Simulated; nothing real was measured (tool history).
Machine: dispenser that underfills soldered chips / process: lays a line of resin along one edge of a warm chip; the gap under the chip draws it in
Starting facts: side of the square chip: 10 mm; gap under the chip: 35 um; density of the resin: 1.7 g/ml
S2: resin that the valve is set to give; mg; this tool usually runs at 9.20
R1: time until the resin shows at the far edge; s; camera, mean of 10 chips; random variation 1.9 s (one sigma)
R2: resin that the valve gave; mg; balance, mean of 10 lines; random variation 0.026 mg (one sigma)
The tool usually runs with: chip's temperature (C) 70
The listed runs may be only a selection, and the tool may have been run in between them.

{"run": 1, "hour": 0.0, "chip's temperature (C)": 70, "S2": 9.2, "R1": 197.0, "R2": 8.89}
{"hour": 10.0, "done": "new syringe of resin"}
{"run": 2, "hour": 11.4, "chip's temperature (C)": 70, "S2": 9.2, "R1": 192.8, "R2": 8.87}
{"run": 3, "hour": 17.7, "chip's temperature (C)": 70, "S2": 9.2, "R1": 283.9, "R2": 8.87}
{"hour": 21.5, "done": "new syringe of resin"}
{"run": 4, "hour": 24.9, "chip's temperature (C)": 70, "S2": 9.2, "R1": 220.7, "R2": 8.83}
{"hour": 33.2, "done": "new syringe of resin"}
{"run": 5, "hour": 33.2, "chip's temperature (C)": 70, "S2": 9.2, "R1": 181.4, "R2": 8.83}
{"run": 6, "hour": 41.8, "chip's temperature (C)": 70, "S2": 9.2, "R1": 304.4, "R2": 8.8}
{"hour": 44.8, "done": "new syringe of resin"}
{"run": 7, "hour": 47.2, "chip's temperature (C)": 70, "S2": 8.26, "R1": 212.0, "R2": 7.85}
{"hour": 56.7, "done": "new syringe of resin"}
{"run": 8, "hour": 59.5, "chip's temperature (C)": 56, "S2": 9.2, "R1": 361.1, "R2": 8.77}
{"hour": 68.2, "done": "new syringe of resin"}
{"run": 9, "hour": 71.9, "chip's temperature (C)": 56, "S2": 9.2, "R1": 383.6, "R2": 8.74}
{"hour": 80.0, "done": "new syringe of resin"}
{"run": 10, "hour": 83.4, "chip's temperature (C)": 56, "S2": 9.2, "R1": 366.5, "R2": 8.67}
{"run": 11, "hour": 89.1, "chip's temperature (C)": 56, "S2": 9.2, "R1": 524.6, "R2": 8.65}
{"hour": 91.5, "done": "new syringe of resin"}
{"run": 12, "hour": 96.7, "chip's temperature (C)": 56, "S2": 9.2, "R1": 424.5, "R2": 8.66}
{"hour": 101.7, "done": "dispensing valve cleaned and set on the balance"}
{"hour": 104.1, "done": "new syringe of resin"}
{"run": 13, "hour": 106.7, "chip's temperature (C)": 56, "S2": 9.2, "R1": 351.9, "R2": 9.25}
{"hour": 116.0, "done": "new syringe of resin"}
{"run": 14, "hour": 118.9, "chip's temperature (C)": 56, "S2": 9.2, "R1": 351.8, "R2": 9.15}
{"hour": 127.3, "done": "new syringe of resin"}
{"run": 15, "hour": 131.2, "chip's temperature (C)": 70, "S2": 9.2, "R1": 224.5, "R2": 9.05}
{"hour": 138.9, "done": "new syringe of resin"}
{"run": 16, "hour": 143.9, "chip's temperature (C)": 75, "S2": 9.2, "R1": 197.0, "R2": 9.09}
{"hour": 150.2, "done": "new syringe of resin"}
{"run": 17, "hour": 156.6, "chip's temperature (C)": 75, "S2": 9.2, "R1": 217.2, "R2": 9.07}
{"hour": 161.8, "done": "new syringe of resin"}
{"run": 18, "hour": 162.3, "chip's temperature (C)": 61, "S2": 10.69, "R1": 249.4, "R2": 10.42}
{"run": 19, "hour": 170.8, "chip's temperature (C)": 74, "S2": 7.98, "R1": 277.6, "R2": 7.84}
{"hour": 173.2, "done": "new syringe of resin"}
{"run": 20, "hour": 176.2, "chip's temperature (C)": 69, "S2": 9.78, "R1": 212.2, "R2": 9.57}
{"hour": 185.3, "done": "new syringe of resin"}
{"run": 21, "hour": 188.5, "chip's temperature (C)": 58, "S2": 10.53, "R1": 329.6, "R2": 10.31}
{"run": 22, "hour": 195.4, "chip's temperature (C)": 58, "S2": 10.53, "R1": 502.9, "R2": 10.27}
{"hour": 196.6, "done": "new syringe of resin"}
{"hour": 208.1, "done": "new syringe of resin"}
{"run": 23, "hour": 208.1, "chip's temperature (C)": 61, "S2": 8.16, "R1": 246.3, "R2": 7.89}
{"run": 24, "hour": 218.7, "chip's temperature (C)": 67, "S2": 8.1, "R1": 388.4, "R2": 7.83}
{"hour": 219.7, "done": "new syringe of resin"}
{"run": 25, "hour": 224.2, "chip's temperature (C)": 75, "S2": 9.18, "R1": 193.1, "R2": 8.87}
{"hour": 231.1, "done": "new syringe of resin"}
{"run": 26, "hour": 232.5, "chip's temperature (C)": 75, "S2": 11.05, "R1": 155.7, "R2": 10.58}
{"run": 27, "hour": 240.8, "chip's temperature (C)": 62, "S2": 10.63, "R1": 418.2, "R2": 10.2}
{"hour": 242.7, "done": "new syringe of resin"}
{"run": 28, "hour": 252.5, "chip's temperature (C)": 84, "S2": 9.38, "R1": 195.9, "R2": 9.03}
{"hour": 254.5, "done": "new syringe of resin"}
{"run": 29, "hour": 263.4, "chip's temperature (C)": 65, "S2": 10.82, "R1": 353.4, "R2": 10.32}
{"hour": 266.2, "done": "new syringe of resin"}
{"run": 30, "hour": 268.7, "chip's temperature (C)": 76, "S2": 9.26, "R1": 164.0, "R2": 8.84}
{"run": 31, "hour": 274.9, "chip's temperature (C)": 84, "S2": 7.82, "R1": 193.3, "R2": 7.43}
{"hour": 277.7, "done": "new syringe of resin"}
{"run": 32, "hour": 281.1, "chip's temperature (C)": 68, "S2": 9.63, "R1": 232.7, "R2": 9.11}
{"run": 33, "hour": 288.0, "chip's temperature (C)": 68, "S2": 9.63, "R1": 358.8, "R2": 9.15}

Consider 3 possible next runs. They are alternatives, not a sequence: every one starts from the tool as it was left by run 33. What does each give?
{"hour": 289.1, "done": "new syringe of resin"}
{"run": "A", "hour": 299.0, "chip's temperature (C)": 85, "S2": 10.27, "R1": "?", "R2": "?"}
{"hour": 289.1, "done": "new syringe of resin"}
{"run": "B", "hour": 299.0, "chip's temperature (C)": 66, "S2": 9.63, "R1": "?", "R2": "?"}
{"hour": 289.1, "done": "new syringe of resin"}
{"run": "C", "hour": 299.0, "chip's temperature (C)": 68, "S2": 9.39, "R1": "?", "R2": "?"}

run=A R1=186.7 R2=9.61
run=B R1=365.5 R2=9.02
run=C R1=335.5 R2=8.88
The same runs, with their run-to-run variation unchanged, on a tool lacking any hidden condition would have given:
run=A R1=108.3 R2=10.20
run=B R1=213.8 R2=9.57
run=C R1=195.9 R2=9.42
